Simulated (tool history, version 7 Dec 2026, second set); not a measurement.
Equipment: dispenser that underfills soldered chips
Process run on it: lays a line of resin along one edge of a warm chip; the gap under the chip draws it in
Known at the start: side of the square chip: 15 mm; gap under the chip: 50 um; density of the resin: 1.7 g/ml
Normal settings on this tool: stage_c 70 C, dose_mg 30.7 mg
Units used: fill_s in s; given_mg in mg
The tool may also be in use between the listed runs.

{"run": 1, "hour": 0.0, "stage_c": 70, "dose_mg": 30.7, "fill_s": 369.4, "given_mg": 30.33}
{"run": 2, "hour": 7.3, "stage_c": 70, "dose_mg": 30.7, "fill_s": 438.1, "given_mg": 30.17}
{"hour": 8.6, "done": "new syringe of resin"}
{"run": 3, "hour": 15.3, "stage_c": 70, "dose_mg": 30.7, "fill_s": 377.7, "given_mg": 30.21}
{"run": 4, "hour": 18.7, "stage_c": 70, "dose_mg": 30.7, "fill_s": 402.3, "given_mg": 30.14}
{"run": 5, "hour": 23.1, "stage_c": 69, "dose_mg": 30.7, "fill_s": 460.5, "given_mg": 30.06}
{"hour": 24.1, "done": "new syringe of resin"}
{"run": 6, "hour": 29.2, "stage_c": 67, "dose_mg": 30.7, "fill_s": 392.6, "given_mg": 29.95}
{"run": 7, "hour": 37.2, "stage_c": 70, "dose_mg": 30.7, "fill_s": 428.1, "given_mg": 29.97}
{"hour": 39.5, "done": "new syringe of resin"}
{"run": 8, "hour": 41.2, "stage_c": 70, "dose_mg": 30.7, "fill_s": 319.1, "given_mg": 29.84}
{"run": 9, "hour": 46.5, "stage_c": 70, "dose_mg": 30.7, "fill_s": 366.1, "given_mg": 29.84}
{"hour": 53.3, "done": "dispensing valve cleaned and set on the balance"}
{"run": 10, "hour": 53.4, "stage_c": 70, "dose_mg": 30.7, "fill_s": 423.6, "given_mg": 30.58}
{"hour": 55.9, "done": "new syringe of resin"}
{"run": 11, "hour": 61.8, "stage_c": 70, "dose_mg": 36.7, "fill_s": 364.5, "given_mg": 36.69}
{"run": 12, "hour": 67.3, "stage_c": 70, "dose_mg": 36.7, "fill_s": 409.5, "given_mg": 36.32}
{"hour": 71.0, "done": "new syringe of resin"}
{"run": 13, "hour": 72.9, "stage_c": 70, "dose_mg": 36.7, "fill_s": 331.1, "given_mg": 36.41}
{"run": 14, "hour": 76.8, "stage_c": 70, "dose_mg": 28.0, "fill_s": 366.6, "given_mg": 27.8}
{"run": 15, "hour": 83.3, "stage_c": 70, "dose_mg": 30.7, "fill_s": 425.4, "given_mg": 30.4}
{"hour": 86.3, "done": "new syringe of resin"}
{"run": 16, "hour": 90.5, "stage_c": 70, "dose_mg": 30.7, "fill_s": 344.7, "given_mg": 30.32}
{"run": 17, "hour": 95.6, "stage_c": 70, "dose_mg": 30.7, "fill_s": 391.3, "given_mg": 30.21}
{"hour": 101.8, "done": "new syringe of resin"}
{"run": 18, "hour": 101.8, "stage_c": 70, "dose_mg": 30.7, "fill_s": 313.8, "given_mg": 30.12}
{"run": 19, "hour": 106.1, "stage_c": 63, "dose_mg": 30.7, "fill_s": 442.6, "given_mg": 30.05}
{"run": 20, "hour": 111.6, "stage_c": 63, "dose_mg": 30.7, "fill_s": 493.7, "given_mg": 30.0}
{"hour": 117.4, "done": "new syringe of resin"}
{"run": 21, "hour": 118.7, "stage_c": 63, "dose_mg": 30.7, "fill_s": 404.0, "given_mg": 30.01}
{"run": 22, "hour": 126.2, "stage_c": 77, "dose_mg": 39.6, "fill_s": 304.0, "given_mg": 38.56}
{"hour": 132.7, "done": "new syringe of resin"}
{"run": 23, "hour": 134.3, "stage_c": 55, "dose_mg": 29.9, "fill_s": 530.5, "given_mg": 28.99}
{"hour": 139.6, "done": "dispensing valve cleaned and set on the balance"}
{"run": 24, "hour": 143.5, "stage_c": 68, "dose_mg": 28.4, "fill_s": 418.0, "given_mg": 28.24}
{"run": 25, "hour": 147.6, "stage_c": 68, "dose_mg": 28.4, "fill_s": 469.1, "given_mg": 28.22}
{"hour": 148.8, "done": "new syringe of resin"}
{"run": 26, "hour": 151.6, "stage_c": 56, "dose_mg": 30.6, "fill_s": 540.5, "given_mg": 30.36}
{"run": 27, "hour": 159.5, "stage_c": 60, "dose_mg": 35.2, "fill_s": 557.4, "given_mg": 34.83}
{"hour": 164.1, "done": "new syringe of resin"}
{"run": 28, "hour": 165.0, "stage_c": 60, "dose_mg": 35.2, "fill_s": 432.5, "given_mg": 34.74}
{"run": 29, "hour": 169.6, "stage_c": 60, "dose_mg": 35.2, "fill_s": 486.3, "given_mg": 34.64}
{"run": 30, "hour": 176.5, "stage_c": 58, "dose_mg": 27.3, "fill_s": 618.6, "given_mg": 26.97}
{"hour": 179.4, "done": "new syringe of resin"}
{"run": 31, "hour": 183.7, "stage_c": 58, "dose_mg": 35.0, "fill_s": 508.9, "given_mg": 34.46}
{"run": 32, "hour": 190.5, "stage_c": 82, "dose_mg": 35.0, "fill_s": 287.8, "given_mg": 34.27}
{"run": 33, "hour": 194.0, "stage_c": 82, "dose_mg": 35.0, "fill_s": 314.9, "given_mg": 34.38}
{"hour": 194.9, "done": "new syringe of resin"}
{"run": 34, "hour": 200.3, "stage_c": 82, "dose_mg": 35.0, "fill_s": 251.8, "given_mg": 34.22}
{"run": 35, "hour": 205.8, "stage_c": 66, "dose_mg": 31.3, "fill_s": 458.3, "given_mg": 30.54}
{"hour": 210.3, "done": "new syringe of resin"}
{"run": 36, "hour": 210.9, "stage_c": 66, "dose_mg": 31.3, "fill_s": 366.3, "given_mg": 30.47}
{"run": 37, "hour": 216.4, "stage_c": 62, "dose_mg": 26.5, "fill_s": 493.6, "given_mg": 25.71}

What would each run have given without the hidden state, its run-to-run variation left as it was?
What the log doesn't record here: resin's viscosity, % of fresh resin's; dose that the valve gives, % of what is set; true chip temperature over the reading, C; drift of the gauge itself on fill_s, %; drift of the gauge itself on given_mg, %.
run=1 fill_s=311.6 given_mg=30.69
run=2 fill_s=312.0 given_mg=30.60
run=3 fill_s=314.0 given_mg=30.72
run=4 fill_s=309.1 given_mg=30.69
run=5 fill_s=319.5 given_mg=30.67
run=6 fill_s=344.4 given_mg=30.61
run=7 fill_s=312.1 given_mg=30.72
run=8 fill_s=303.4 given_mg=30.62
run=9 fill_s=307.7 given_mg=30.69
run=10 fill_s=311.3 given_mg=30.65
run=11 fill_s=310.9 given_mg=36.87
run=12 fill_s=307.0 given_mg=36.57
run=13 fill_s=309.5 given_mg=36.73
run=14 fill_s=312.5 given_mg=28.09
run=15 fill_s=312.3 given_mg=30.78
run=16 fill_s=308.9 given_mg=30.77
run=17 fill_s=311.5 given_mg=30.72
run=18 fill_s=305.7 given_mg=30.69
run=19 fill_s=390.0 given_mg=30.68
run=20 fill_s=383.7 given_mg=30.68
run=21 fill_s=383.7 given_mg=30.76
run=22 fill_s=244.1 given_mg=39.63
run=23 fill_s=497.8 given_mg=29.87
run=24 fill_s=326.3 given_mg=28.36
run=25 fill_s=332.8 given_mg=28.37
run=26 fill_s=489.3 given_mg=30.56
run=27 fill_s=421.0 given_mg=35.15
run=28 fill_s=415.0 given_mg=35.12
run=29 fill_s=418.8 given_mg=35.08
run=30 fill_s=452.9 given_mg=27.38
run=31 fill_s=448.5 given_mg=35.07
run=32 fill_s=217.7 given_mg=34.97
run=33 fill_s=219.3 given_mg=35.12
run=34 fill_s=219.2 given_mg=35.02
run=35 fill_s=349.6 given_mg=31.32
run=36 fill_s=348.7 given_mg=31.29
run=37 fill_s=411.9 given_mg=26.46
